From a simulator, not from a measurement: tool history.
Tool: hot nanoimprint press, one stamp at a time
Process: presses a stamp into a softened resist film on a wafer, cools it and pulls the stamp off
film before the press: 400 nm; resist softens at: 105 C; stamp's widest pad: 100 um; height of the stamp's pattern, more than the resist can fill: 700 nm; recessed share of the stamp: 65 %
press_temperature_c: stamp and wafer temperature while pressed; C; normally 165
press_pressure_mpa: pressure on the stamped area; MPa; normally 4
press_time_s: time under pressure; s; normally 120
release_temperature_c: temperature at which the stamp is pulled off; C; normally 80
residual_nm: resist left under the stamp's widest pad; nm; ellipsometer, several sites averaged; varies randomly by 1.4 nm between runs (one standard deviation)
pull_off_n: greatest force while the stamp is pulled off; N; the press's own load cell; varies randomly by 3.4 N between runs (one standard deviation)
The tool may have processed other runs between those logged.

run	hour	press_temperature_c	press_pressure_mpa	press_time_s	release_temperature_c	residual_nm	pull_off_n
1	0	165	4	120	80	234.6	210
2	12	165	4	120	80	232.5	206
3	17.7	155	4	120	80	315	219
4	30.5	165	4	146	80	218.1	201
5	38.7	165	4	92	80	257.3	210
6	48.6	165	4	92	80	253.6	226
7	54.1	165	4	92	69	251.7	288
8	64	165	4	120	80	235.5	217
9	71.1	165	4	120	80	231.9	227
# hour 75.2: plate thermocouple calibrated
10	85.8	165	4	221	80	174.9	221
11	95.8	165	4	120	69	222.7	285
12	102.4	165	4	120	80	222.9	220
13	115	165	4	120	67	224.2	299
14	127.4	165	4	120	67	223	298
15	134	165	4	120	67	221.2	295
16	146.8	165	4	120	87	224.4	193
17	157.9	165	3.29	120	73	240.2	283
18	168	165	3.29	120	73	236.7	282
19	175.9	175	3.29	67	73	209.5	271
20	187.7	167	3.29	173	81	195	233
21	193.3	167	3.29	64	86	269.4	199
22	199	167	3.29	64	86	268.5	198
23	206.1	157	4	120	80	290.3	240
24	215.4	157	4	120	80	293.1	247
25	228.2	157	4	120	80	286.9	251
26	240.4	157	3.13	211	80	267.4	247
27	247.7	157	3.13	211	75	269.1	275
28	259.7	156	5.1	78	77	309.7	272
29	267.2	169	4	96	80	211	254
30	277.1	169	4	96	80	210.3	256

3 ways to go on from here, each from the tool as it stands after run 30. What would each give?
A	287.3	157	2.6	64	80	?	?
B	287.3	169	3.64	96	80	?	?
C	287.3	154	4	124	66	?	?

run	residual_nm	pull_off_n
A	352.5	248
B	219.9	245
C	314.9	335
What these runs would have given with no unlogged condition in the tool:
run	residual_nm	pull_off_n
A	351	159
B	217.3	157
C	312.3	215
